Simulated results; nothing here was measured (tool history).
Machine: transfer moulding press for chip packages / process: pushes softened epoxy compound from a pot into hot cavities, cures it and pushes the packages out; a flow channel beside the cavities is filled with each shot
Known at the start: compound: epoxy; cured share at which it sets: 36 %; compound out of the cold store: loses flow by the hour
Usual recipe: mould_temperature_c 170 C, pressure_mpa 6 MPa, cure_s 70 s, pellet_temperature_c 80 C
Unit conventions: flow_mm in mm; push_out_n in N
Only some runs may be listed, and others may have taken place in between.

run,hour,mould_temperature_c,pressure_mpa,cure_s,pellet_temperature_c,incoming compound's hours out of the cold store,flow_mm,push_out_n
1,0,170,6,70,80,9.1,1035,469
2,40.3,170,6,70,80,14.7,1022,472
# hour 65.1: cavities cleaned with cleaning compound and waxed
3,80.8,170,6,70,80,40.3,876,415
# hour 112.6: mould's thermocouples calibrated
4,123.5,170,6,70,80,40.2,887,425
# hour 134.6: cavities cleaned with cleaning compound and waxed
5,162.5,170,6,70,80,16.5,995,463
# hour 200.9: cavities cleaned with cleaning compound and waxed
6,222,170,6,70,80,28.6,929,416
# hour 269.5: cavities cleaned with cleaning compound and waxed
7,293.8,170,6,70,73,22.1,969,448
8,324.6,170,6.29,70,73,12.2,1048,493
# hour 338.6: cavities cleaned with cleaning compound and waxed
9,364.1,170,6.29,70,73,41.9,889,438
# hour 389.2: plunger's sealing rings changed
# hour 408: cavities cleaned with cleaning compound and waxed
10,408,170,6.29,51,74,33.2,933,1013
11,440.7,170,6,68,86,21.5,965,451
# hour 474.7: cavities cleaned with cleaning compound and waxed
12,503.1,172,6,74,84,30.1,919,362
# hour 540.4: cavities cleaned with cleaning compound and waxed
13,568.2,172,6,74,84,18.3,976,362
# hour 605.3: cavities cleaned with cleaning compound and waxed
14,626.2,163,7.16,55,77,9.9,1169,1371
# hour 674.7: cavities cleaned with cleaning compound and waxed
15,684.2,165,4.67,62,85,13.8,914,868

Expected results for the next run?
# hour 740.4: cavities cleaned with cleaning compound and waxed
16,741.2,166,6.64,70,81,12.5,?,?

flow_mm: 1092 mm
push_out_n: 622 N
Minus the tool's unlogged condition, the same run would have read flow_mm 1093 mm, push_out_n 622 N.
